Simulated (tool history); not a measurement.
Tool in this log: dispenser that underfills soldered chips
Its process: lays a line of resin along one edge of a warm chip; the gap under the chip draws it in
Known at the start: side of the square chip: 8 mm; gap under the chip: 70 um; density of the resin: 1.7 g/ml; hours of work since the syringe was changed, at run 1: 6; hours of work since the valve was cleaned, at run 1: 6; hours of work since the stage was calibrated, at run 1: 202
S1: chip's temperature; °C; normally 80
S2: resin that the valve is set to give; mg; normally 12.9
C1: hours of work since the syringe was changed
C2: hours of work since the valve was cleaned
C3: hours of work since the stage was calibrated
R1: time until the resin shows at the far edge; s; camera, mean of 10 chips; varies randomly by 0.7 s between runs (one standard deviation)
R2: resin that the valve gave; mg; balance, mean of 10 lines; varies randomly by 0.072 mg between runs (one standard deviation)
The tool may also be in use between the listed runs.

| run | hour | S1 | S2 | C1 | C2 | C3 | R1 | R2 |
|---|---|---|---|---|---|---|---|---|
| 1 | 0 | 80 | 12.9 | 6 | 6 | 202 | 95 | 12.83 |
|  | 5.7 | new syringe of resin |
| 2 | 9.8 | 86 | 12.9 | 3 | 12 | 207 | 56.2 | 12.78 |
| 3 | 15.5 | 82 | 12.9 | 6 | 16 | 211 | 83.1 | 12.59 |
|  | 21.9 | new syringe of resin |
| 4 | 21.9 | 76 | 12.9 | 0 | 19 | 215 | 81.4 | 12.75 |
| 5 | 31.3 | 80 | 12.9 | 6 | 25 | 220 | 90.5 | 12.68 |
|  | 37.4 | new syringe of resin |
| 6 | 41 | 80 | 16 | 2 | 31 | 226 | 73.8 | 15.53 |
| 7 | 48.9 | 80 | 16 | 7 | 36 | 231 | 98.1 | 15.57 |
|  | 53.4 | new syringe of resin |
| 8 | 58.6 | 80 | 14.9 | 3 | 41 | 237 | 78.4 | 14.43 |
| 9 | 67.8 | 80 | 12.9 | 9 | 47 | 242 | 107.1 | 12.29 |
|  | 69 | new syringe of resin |
| 10 | 79.5 | 85 | 12.9 | 6 | 54 | 249 | 74.8 | 12.47 |
|  | 84.6 | new syringe of resin |
| 11 | 87.6 | 85 | 12.9 | 2 | 59 | 254 | 57.5 | 12.14 |
| 12 | 93.3 | 85 | 12.9 | 5 | 62 | 258 | 71.8 | 12.21 |
|  | 100.6 | new syringe of resin |
| 13 | 101.4 | 80 | 12.9 | 1 | 67 | 262 | 68.6 | 12.33 |
| 14 | 108.2 | 80 | 12.9 | 5 | 71 | 266 | 86.4 | 12.03 |
|  | 117 | new syringe of resin |
| 15 | 117.1 | 80 | 14.8 | 0 | 76 | 272 | 64.9 | 13.84 |
| 16 | 124.1 | 85 | 12.8 | 4 | 81 | 276 | 65.7 | 11.99 |
|  | 132.7 | new syringe of resin |
| 17 | 133.3 | 85 | 12.8 | 0 | 86 | 281 | 52.8 | 12.02 |

Run 18 comes next. What will it give?
| 18 | 144.8 | 76 | 12.9 | 7 | 93 | 288 | ? | ? |

Run 18 produced R1 122.8 s, R2 12 mg.
Without the tool's hidden state the same run would have given R1 77.5 s, R2 12.94 mg.
